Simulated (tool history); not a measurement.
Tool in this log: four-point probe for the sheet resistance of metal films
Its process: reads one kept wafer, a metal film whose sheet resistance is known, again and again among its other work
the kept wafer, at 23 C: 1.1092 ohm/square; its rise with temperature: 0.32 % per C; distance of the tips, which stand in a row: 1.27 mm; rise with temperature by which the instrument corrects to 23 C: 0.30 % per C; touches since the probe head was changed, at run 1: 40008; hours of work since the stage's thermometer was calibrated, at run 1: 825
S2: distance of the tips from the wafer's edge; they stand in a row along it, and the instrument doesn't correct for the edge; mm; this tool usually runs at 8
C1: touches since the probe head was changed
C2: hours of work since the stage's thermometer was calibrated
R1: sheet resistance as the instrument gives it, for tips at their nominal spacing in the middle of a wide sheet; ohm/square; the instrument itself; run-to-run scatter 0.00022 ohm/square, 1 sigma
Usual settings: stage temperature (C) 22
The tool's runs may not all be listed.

{"run": 1, "hour": 0.0, "stage temperature (C)": 22, "S2": 8, "C1": 40008, "C2": 825, "R1": 1.127748}
{"run": 2, "hour": 65.2, "stage temperature (C)": 22, "S2": 8, "C1": 42879, "C2": 873, "R1": 1.127819}
{"run": 3, "hour": 136.8, "stage temperature (C)": 22, "S2": 33, "C1": 46035, "C2": 926, "R1": 1.11398}
{"run": 4, "hour": 193.4, "stage temperature (C)": 22, "S2": 33, "C1": 48530, "C2": 968, "R1": 1.114058}
{"run": 5, "hour": 233.4, "stage temperature (C)": 22, "S2": 5, "C1": 50292, "C2": 998, "R1": 1.150925}
{"run": 6, "hour": 282.0, "stage temperature (C)": 22, "S2": 5, "C1": 52432, "C2": 1034, "R1": 1.150898}
{"run": 7, "hour": 356.7, "stage temperature (C)": 22, "S2": 5, "C1": 55721, "C2": 1090, "R1": 1.151039}
{"run": 8, "hour": 387.5, "stage temperature (C)": 22, "S2": 5, "C1": 57081, "C2": 1112, "R1": 1.151021}
{"run": 9, "hour": 441.4, "stage temperature (C)": 25, "S2": 8, "C1": 59456, "C2": 1152, "R1": 1.129141}
{"run": 10, "hour": 502.3, "stage temperature (C)": 25, "S2": 8, "C1": 62136, "C2": 1198, "R1": 1.129337}
{"run": 11, "hour": 533.1, "stage temperature (C)": 25, "S2": 8, "C1": 63495, "C2": 1220, "R1": 1.129144}
{"run": 12, "hour": 576.8, "stage temperature (C)": 25, "S2": 8, "C1": 65419, "C2": 1253, "R1": 1.129439}
{"run": 13, "hour": 614.8, "stage temperature (C)": 22, "S2": 8, "C1": 67094, "C2": 1281, "R1": 1.129057}
{"run": 14, "hour": 671.8, "stage temperature (C)": 22, "S2": 8, "C1": 69607, "C2": 1323, "R1": 1.128696}
{"run": 15, "hour": 714.2, "stage temperature (C)": 34, "S2": 6, "C1": 71475, "C2": 1355, "R1": 1.142226}
{"run": 16, "hour": 788.4, "stage temperature (C)": 33, "S2": 6, "C1": 74744, "C2": 1410, "R1": 1.141966}
{"run": 17, "hour": 828.7, "stage temperature (C)": 22, "S2": 18, "C1": 76520, "C2": 1440, "R1": 1.117303}
{"run": 18, "hour": 895.9, "stage temperature (C)": 32, "S2": 40, "C1": 79478, "C2": 1490, "R1": 1.116591}
{"hour": 899.5, "done": "stage's thermometer calibrated"}
{"run": 19, "hour": 967.9, "stage temperature (C)": 32, "S2": 40, "C1": 82631, "C2": 51, "R1": 1.117531}
{"run": 20, "hour": 1031.3, "stage temperature (C)": 32, "S2": 9, "C1": 85421, "C2": 98, "R1": 1.128551}
{"run": 21, "hour": 1071.0, "stage temperature (C)": 25, "S2": 7, "C1": 87172, "C2": 127, "R1": 1.135422}
{"hour": 1109.3, "done": "stage's thermometer calibrated, once more"}
{"run": 22, "hour": 1116.0, "stage temperature (C)": 19, "S2": 8, "C1": 89132, "C2": 5, "R1": 1.127808}
{"run": 23, "hour": 1174.1, "stage temperature (C)": 19, "S2": 8, "C1": 91691, "C2": 48, "R1": 1.127668}
{"run": 24, "hour": 1228.7, "stage temperature (C)": 21, "S2": 39, "C1": 94095, "C2": 89, "R1": 1.114272}
{"run": 25, "hour": 1300.8, "stage temperature (C)": 21, "S2": 39, "C1": 97271, "C2": 142, "R1": 1.114043}
{"run": 26, "hour": 1333.4, "stage temperature (C)": 19, "S2": 8, "C1": 98708, "C2": 166, "R1": 1.12842}
{"run": 27, "hour": 1373.2, "stage temperature (C)": 27, "S2": 4, "C1": 100465, "C2": 196, "R1": 1.171323}

Alternative continuations, all from the tool just after run 27; predict every row:
{"run": "A", "hour": 1449.5, "stage temperature (C)": 27, "S2": 4, "C1": 103826, "C2": 252, "R1": "?"}
{"run": "B", "hour": 1449.5, "stage temperature (C)": 20, "S2": 55, "C1": 103826, "C2": 252, "R1": "?"}
{"run": "C", "hour": 1449.5, "stage temperature (C)": 27, "S2": 10, "C1": 103826, "C2": 252, "R1": "?"}
{"run": "D", "hour": 1449.5, "stage temperature (C)": 32, "S2": 13, "C1": 103826, "C2": 252, "R1": "?"}

run=A R1=1.171997
run=B R1=1.114157
run=C R1=1.124157
run=D R1=1.120989
With the hidden condition removed and each run's random variation left untouched, the same runs would have given:
run=A R1=1.166963
run=B R1=1.109346
run=C R1=1.119313
run=D R1=1.116162
